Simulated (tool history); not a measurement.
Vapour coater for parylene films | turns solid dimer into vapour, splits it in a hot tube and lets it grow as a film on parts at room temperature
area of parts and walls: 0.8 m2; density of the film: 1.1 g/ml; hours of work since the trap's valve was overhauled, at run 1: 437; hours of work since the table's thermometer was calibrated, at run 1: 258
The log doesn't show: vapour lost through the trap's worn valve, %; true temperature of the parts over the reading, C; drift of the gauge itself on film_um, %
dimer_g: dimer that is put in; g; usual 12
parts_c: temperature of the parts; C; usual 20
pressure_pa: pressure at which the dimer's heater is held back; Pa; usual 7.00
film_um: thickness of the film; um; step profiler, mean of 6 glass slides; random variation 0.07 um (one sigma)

run   hour  dimer_g  parts_c  pressure_pa  hours of work since the trap's valve was overhauled  hours of work since the table's thermometer was calibrated  film_um
  1    0.0       12       20         7.00                                                  437                                                         258     9.12
  2   58.2       10       20         7.00                                                  462                                                         282     7.47
  3  106.9       10       20         7.00                                                  482                                                         303     7.51
  4  159.0       10       20         7.00                                                  504                                                         325     7.44
  5  200.5       10       20         7.00                                                  521                                                         342     7.40
  6  228.7       10       20         7.00                                                  533                                                         354     7.26
  7  279.0        7       20         7.00                                                  554                                                         375     5.19
     288.5  -- trap's valve overhauled
  8  327.8        7       20         7.00                                                   16                                                         394     4.89
  9  357.0        7       20         7.00                                                   29                                                         406     4.78
     390.2  -- trap's valve overhauled, once more
 10  420.4       12       20         7.00                                                   13                                                         431     9.93
 11  463.6       19       20         7.00                                                   31                                                         449    15.52
 12  495.0       12       20         7.00                                                   44                                                         462     9.86
 13  540.7       12       20         7.00                                                   63                                                         482     9.84
 14  569.2       12       20         7.00                                                   75                                                         493     9.90
 15  632.1       12       21        10.13                                                  102                                                         520     9.14
 16  658.6       12       21        10.13                                                  113                                                         531     9.28
 17  713.0       12       21        10.13                                                  135                                                         554     9.11
 18  743.0       20       13         7.00                                                  148                                                         566    19.89
 19  801.6       20       13         7.00                                                  173                                                         591    19.90
 20  827.1       20       13         7.00                                                  183                                                         602    19.75
 21  866.9       10       17         2.17                                                  200                                                         618     9.48

Forecast run 22:
 22  929.2       10       17         2.86                                                  226                                                         645        ?

Run 22 gave film_um 9.17 um.
Without the tool's hidden state the same run would have given film_um 9.79 um.
